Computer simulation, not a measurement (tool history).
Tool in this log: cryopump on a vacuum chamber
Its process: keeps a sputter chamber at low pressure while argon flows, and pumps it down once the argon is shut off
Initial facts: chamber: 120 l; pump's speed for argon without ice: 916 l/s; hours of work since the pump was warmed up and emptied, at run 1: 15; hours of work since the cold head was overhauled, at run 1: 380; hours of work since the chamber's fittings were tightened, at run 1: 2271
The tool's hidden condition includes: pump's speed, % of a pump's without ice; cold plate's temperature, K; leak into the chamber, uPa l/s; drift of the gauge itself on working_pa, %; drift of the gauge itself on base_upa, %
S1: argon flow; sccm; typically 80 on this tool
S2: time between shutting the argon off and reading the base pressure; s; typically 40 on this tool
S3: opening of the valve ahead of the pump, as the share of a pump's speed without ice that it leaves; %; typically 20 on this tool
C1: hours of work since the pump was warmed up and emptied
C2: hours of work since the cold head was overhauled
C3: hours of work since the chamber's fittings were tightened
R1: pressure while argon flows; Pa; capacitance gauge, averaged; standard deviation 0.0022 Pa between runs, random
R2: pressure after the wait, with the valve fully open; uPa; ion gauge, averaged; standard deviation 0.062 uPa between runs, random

{"run": 1, "hour": 0.0, "S1": 80, "S2": 40, "S3": 20, "C1": 15, "C2": 380, "C3": 2271, "R1": 0.7389, "R2": 4.64}
{"run": 2, "hour": 13.5, "S1": 80, "S2": 40, "S3": 20, "C1": 22, "C2": 386, "C3": 2278, "R1": 0.7403, "R2": 4.54}
{"run": 3, "hour": 23.2, "S1": 80, "S2": 40, "S3": 20, "C1": 27, "C2": 391, "C3": 2283, "R1": 0.7413, "R2": 4.6}
{"run": 4, "hour": 36.8, "S1": 80, "S2": 28, "S3": 20, "C1": 34, "C2": 398, "C3": 2290, "R1": 0.7424, "R2": 6.25}
{"run": 5, "hour": 48.2, "S1": 80, "S2": 28, "S3": 20, "C1": 39, "C2": 404, "C3": 2296, "R1": 0.7414, "R2": 6.32}
{"run": 6, "hour": 67.5, "S1": 80, "S2": 40, "S3": 20, "C1": 49, "C2": 414, "C3": 2306, "R1": 0.7412, "R2": 4.63}
{"run": 7, "hour": 83.5, "S1": 80, "S2": 27, "S3": 20, "C1": 57, "C2": 422, "C3": 2314, "R1": 0.7405, "R2": 6.38}
{"run": 8, "hour": 102.6, "S1": 80, "S2": 40, "S3": 44, "C1": 67, "C2": 432, "C3": 2324, "R1": 0.3429, "R2": 4.72}
{"run": 9, "hour": 114.9, "S1": 80, "S2": 40, "S3": 44, "C1": 73, "C2": 438, "C3": 2330, "R1": 0.3421, "R2": 4.55}
{"run": 10, "hour": 127.1, "S1": 80, "S2": 40, "S3": 20, "C1": 79, "C2": 444, "C3": 2336, "R1": 0.7451, "R2": 4.77}
{"run": 11, "hour": 144.5, "S1": 80, "S2": 40, "S3": 20, "C1": 88, "C2": 453, "C3": 2345, "R1": 0.7452, "R2": 4.77}
{"run": 12, "hour": 160.6, "S1": 80, "S2": 40, "S3": 20, "C1": 96, "C2": 461, "C3": 2353, "R1": 0.7424, "R2": 4.65}
{"run": 13, "hour": 177.4, "S1": 80, "S2": 40, "S3": 20, "C1": 105, "C2": 470, "C3": 2362, "R1": 0.7472, "R2": 4.74}
{"run": 14, "hour": 189.2, "S1": 53, "S2": 40, "S3": 20, "C1": 111, "C2": 476, "C3": 2368, "R1": 0.4946, "R2": 4.65}
{"run": 15, "hour": 203.9, "S1": 80, "S2": 40, "S3": 20, "C1": 119, "C2": 483, "C3": 2375, "R1": 0.7487, "R2": 4.68}
{"run": 16, "hour": 223.0, "S1": 150, "S2": 40, "S3": 20, "C1": 128, "C2": 493, "C3": 2385, "R1": 1.4068, "R2": 4.79}
{"run": 17, "hour": 235.2, "S1": 150, "S2": 40, "S3": 20, "C1": 134, "C2": 499, "C3": 2391, "R1": 1.4097, "R2": 4.67}
{"run": 18, "hour": 247.2, "S1": 100, "S2": 142, "S3": 57, "C1": 141, "C2": 505, "C3": 2397, "R1": 0.3397, "R2": 2.23}
{"run": 19, "hour": 263.6, "S1": 73, "S2": 142, "S3": 57, "C1": 149, "C2": 514, "C3": 2406, "R1": 0.2504, "R2": 2.19}
{"run": 20, "hour": 274.5, "S1": 40, "S2": 165, "S3": 20, "C1": 154, "C2": 519, "C3": 2411, "R1": 0.3761, "R2": 2.09}
{"run": 21, "hour": 288.0, "S1": 40, "S2": 165, "S3": 26, "C1": 161, "C2": 526, "C3": 2418, "R1": 0.2911, "R2": 2.07}
{"run": 22, "hour": 295.9, "S1": 46, "S2": 26, "S3": 33, "C1": 165, "C2": 530, "C3": 2422, "R1": 0.2658, "R2": 6.68}
{"run": 23, "hour": 311.2, "S1": 158, "S2": 40, "S3": 17, "C1": 173, "C2": 538, "C3": 2430, "R1": 1.7396, "R2": 4.74}
{"run": 24, "hour": 326.6, "S1": 158, "S2": 40, "S3": 17, "C1": 181, "C2": 546, "C3": 2438, "R1": 1.7522, "R2": 4.72}
{"run": 25, "hour": 343.9, "S1": 122, "S2": 40, "S3": 20, "C1": 190, "C2": 555, "C3": 2446, "R1": 1.1565, "R2": 4.74}
{"run": 26, "hour": 357.8, "S1": 122, "S2": 40, "S3": 20, "C1": 197, "C2": 562, "C3": 2453, "R1": 1.1504, "R2": 4.8}
{"run": 27, "hour": 367.8, "S1": 139, "S2": 23, "S3": 33, "C1": 202, "C2": 567, "C3": 2459, "R1": 0.809, "R2": 7.17}
{"run": 28, "hour": 382.8, "S1": 79, "S2": 40, "S3": 20, "C1": 210, "C2": 574, "C3": 2466, "R1": 0.7479, "R2": 4.9}
{"run": 29, "hour": 392.3, "S1": 79, "S2": 40, "S3": 20, "C1": 214, "C2": 579, "C3": 2471, "R1": 0.7456, "R2": 4.85}
{"run": 30, "hour": 403.0, "S1": 99, "S2": 40, "S3": 53, "C1": 220, "C2": 585, "C3": 2476, "R1": 0.3712, "R2": 4.88}
{"run": 31, "hour": 419.7, "S1": 53, "S2": 110, "S3": 19, "C1": 228, "C2": 593, "C3": 2485, "R1": 0.5285, "R2": 2.63}
{"run": 32, "hour": 434.7, "S1": 53, "S2": 110, "S3": 19, "C1": 236, "C2": 601, "C3": 2493, "R1": 0.5317, "R2": 2.58}
{"run": 33, "hour": 447.2, "S1": 38, "S2": 24, "S3": 56, "C1": 242, "C2": 607, "C3": 2499, "R1": 0.1354, "R2": 7.05}
{"run": 34, "hour": 456.2, "S1": 38, "S2": 24, "S3": 56, "C1": 247, "C2": 612, "C3": 2504, "R1": 0.1356, "R2": 7.29}

Difference, measured minus no-hidden-state, one row per run. Run-to-run variation is common to both terms; the gauge's own scatter need not be:
run=1 R1=+0.0026 R2=+0.74
run=2 R1=+0.0031 R2=+0.73
run=3 R1=+0.0035 R2=+0.74
run=4 R1=+0.0041 R2=+0.76
run=5 R1=+0.0046 R2=+0.78
run=6 R1=+0.0053 R2=+0.76
run=7 R1=+0.006 R2=+0.78
run=8 R1=+0.0068 R2=+0.78
run=9 R1=+0.0073 R2=+0.76
run=10 R1=+0.0078 R2=+0.8
run=11 R1=+0.0086 R2=+0.82
run=12 R1=+0.0092 R2=+0.81
run=13 R1=+0.0101 R2=+0.83
run=14 R1=+0.0071 R2=+0.81
run=15 R1=+0.0113 R2=+0.82
run=16 R1=+0.0226 R2=+0.84
run=17 R1=+0.0236 R2=+0.83
run=18 R1=+0.0164 R2=+0.87
run=19 R1=+0.0127 R2=+0.86
run=20 R1=+0.0072 R2=+0.88
run=21 R1=+0.0074 R2=+0.87
run=22 R1=+0.0088 R2=+0.87
run=23 R1=+0.0315 R2=+0.88
run=24 R1=+0.0334 R2=+0.88
run=25 R1=+0.0271 R2=+0.89
run=26 R1=+0.0281 R2=+0.9
run=27 R1=+0.0329 R2=+0.88
run=28 R1=+0.0194 R2=+0.94
run=29 R1=+0.0199 R2=+0.94
run=30 R1=+0.0258 R2=+0.94
run=31 R1=+0.0143 R2=+0.96
run=32 R1=+0.0149 R2=+0.95
run=33 R1=+0.0109 R2=+0.94
run=34 R1=+0.0112 R2=+0.97
